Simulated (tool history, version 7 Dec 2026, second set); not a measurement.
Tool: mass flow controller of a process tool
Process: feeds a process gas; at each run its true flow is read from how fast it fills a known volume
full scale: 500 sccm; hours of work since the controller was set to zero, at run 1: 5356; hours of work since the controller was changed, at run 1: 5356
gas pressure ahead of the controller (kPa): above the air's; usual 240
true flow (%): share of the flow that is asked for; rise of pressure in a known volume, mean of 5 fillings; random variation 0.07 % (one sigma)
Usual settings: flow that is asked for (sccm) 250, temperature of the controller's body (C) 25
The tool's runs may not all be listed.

| run | hour | flow that is asked for (sccm) | gas pressure ahead of the controller (kPa) | temperature of the controller's body (C) | hours of work since the controller was set to zero | hours of work since the controller was changed | true flow (%) |
|---|---|---|---|---|---|---|---|
| 1 | 0 | 250 | 240 | 25 | 5356 | 5356 | 96.97 |
| 2 | 107.3 | 250 | 240 | 32 | 5440 | 5440 | 97.97 |
| 3 | 281.8 | 250 | 240 | 32 | 5575 | 5575 | 97.76 |
| 4 | 386.2 | 250 | 240 | 32 | 5656 | 5656 | 97.87 |
| 5 | 576 | 250 | 240 | 32 | 5804 | 5804 | 97.69 |
| 6 | 786.1 | 250 | 240 | 35 | 5967 | 5967 | 98.11 |
| 7 | 882.3 | 250 | 240 | 22 | 6042 | 6042 | 96.5 |
| 8 | 981.6 | 250 | 240 | 22 | 6119 | 6119 | 96.54 |
| 9 | 1147.8 | 250 | 240 | 22 | 6248 | 6248 | 96.35 |
| 10 | 1336.8 | 250 | 240 | 22 | 6395 | 6395 | 96.18 |
| 11 | 1519.1 | 250 | 240 | 22 | 6537 | 6537 | 96.28 |
| 12 | 1690.5 | 250 | 240 | 22 | 6670 | 6670 | 96.12 |
| 13 | 1826.1 | 110 | 272 | 25 | 6776 | 6776 | 93.75 |
| 14 | 1995.5 | 343 | 184 | 37 | 6907 | 6907 | 98.68 |
|  | 2032.7 | controller's zero set anew |
| 15 | 2081.7 | 150 | 275 | 30 | 38 | 6974 | 94.6 |
| 16 | 2192.5 | 150 | 275 | 30 | 124 | 7060 | 94.55 |
| 17 | 2301.1 | 85 | 206 | 25 | 209 | 7144 | 90.48 |
| 18 | 2470.5 | 250 | 204 | 25 | 340 | 7276 | 95.9 |
| 19 | 2657.7 | 250 | 204 | 25 | 486 | 7422 | 95.8 |
|  | 2823.6 | controller's zero set anew, once more |
| 20 | 2823.6 | 250 | 210 | 23 | 0 | 7550 | 98.06 |
| 21 | 2990.6 | 340 | 240 | 33 | 130 | 7680 | 99.61 |
| 22 | 3173 | 298 | 201 | 35 | 272 | 7822 | 99.53 |
| 23 | 3356.5 | 298 | 201 | 35 | 414 | 7964 | 99.5 |

Some steps in true flow (%) between neighbouring runs. How much of each would the tool show without its hidden state too (settings, what came in, random variation), and how much is left for the hidden state, with any gauge scatter that isn't in both results?
The hidden state here: flow at rest that the sensor doesn't see, % of full scale; true flow over the shown one, %; drift of the gauge itself on true_pct, %.
Run 13 -> 14: flow that is asked for (sccm) 110 -> 343, gas pressure ahead of the controller (kPa) 272 -> 184, temperature of the controller's body (C) 25 -> 37. true flow (%) +4.93: hidden state +2.92, all else +2.01.
Run 16 -> 17: flow that is asked for (sccm) 150 -> 85, gas pressure ahead of the controller (kPa) 275 -> 206, temperature of the controller's body (C) 30 -> 25. true flow (%) -4.07: hidden state -3.21, all else -0.86.
Run 17 -> 18: flow that is asked for (sccm) 85 -> 250, gas pressure ahead of the controller (kPa) 206 -> 204. true flow (%) +5.42: hidden state +4.76, all else +0.66.
